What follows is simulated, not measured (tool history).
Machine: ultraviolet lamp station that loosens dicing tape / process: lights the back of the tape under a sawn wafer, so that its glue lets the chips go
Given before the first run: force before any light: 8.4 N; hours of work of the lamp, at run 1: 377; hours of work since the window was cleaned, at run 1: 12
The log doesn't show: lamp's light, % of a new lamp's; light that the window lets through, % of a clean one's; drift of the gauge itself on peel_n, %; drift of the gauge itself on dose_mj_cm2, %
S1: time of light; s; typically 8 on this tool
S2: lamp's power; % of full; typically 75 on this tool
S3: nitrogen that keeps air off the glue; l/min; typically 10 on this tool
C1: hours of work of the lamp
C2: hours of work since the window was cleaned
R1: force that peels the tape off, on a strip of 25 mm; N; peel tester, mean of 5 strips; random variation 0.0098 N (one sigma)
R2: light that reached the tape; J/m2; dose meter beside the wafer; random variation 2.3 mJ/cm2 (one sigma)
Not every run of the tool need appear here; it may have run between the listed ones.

run	hour	S1	S2	S3	C1	C2	R1	R2
1	0	8	75	10	377	12	0.58	1840
2	41.5	8	75	10	397	32	0.557	1870
3	116.6	6	75	10	434	69	1.085	1360
4	188.2	6	75	10	468	103	1.08	1340
5	250.7	6	75	10	499	134	1.161	1300
6	330.2	8	75	10	537	172	0.684	1710
7	393.5	8	73	10	568	203	0.729	1670
8	460.3	8	73	10	600	235	0.732	1630
9	535.1	8	75	9	636	271	0.778	1600
10	602.9	8	98	10	669	304	0.421	2070
11	676.5	8	75	10	705	340	0.769	1610
12	715.1	8	75	10	724	358	0.806	1570
13	757	8	65	10	744	379	1.09	1340
# hour 796.8: window cleaned of glue's vapour
14	830	8	81	10	779	16	0.615	1770
15	886.3	6	81	9	806	43	1.183	1330
16	946.9	5	63	4	836	73	3.084	850
17	982.5	13	63	4	853	90	0.747	2170
18	1026.2	5	75	10	874	111	1.854	980
19	1067.2	10	75	16	894	131	0.375	1960
20	1140.5	8	88	16	929	166	0.441	1790
21	1207.4	8	75	16	962	199	0.676	1550
22	1258.2	8	75	16	986	223	0.681	1480
23	1337.2	8	75	16	1025	262	0.741	1490

Alternative continuations, all from the tool just after run 23; predict every row:
A	1403.3	7	75	4	1057	294	?	?
B	1403.3	6	75	3	1057	294	?	?
C	1403.3	13	77	14	1057	294	?	?
D	1403.3	13	72	17	1057	294	?	?

run	R1	R2
A	2.052	1260
B	2.747	1090
C	0.27	2380
D	0.273	2200
With the hidden condition removed and each run's random variation left untouched, the same runs would have given:
run	R1	R2
A	1.095	1850
B	1.66	1590
C	0.159	3480
D	0.152	3230

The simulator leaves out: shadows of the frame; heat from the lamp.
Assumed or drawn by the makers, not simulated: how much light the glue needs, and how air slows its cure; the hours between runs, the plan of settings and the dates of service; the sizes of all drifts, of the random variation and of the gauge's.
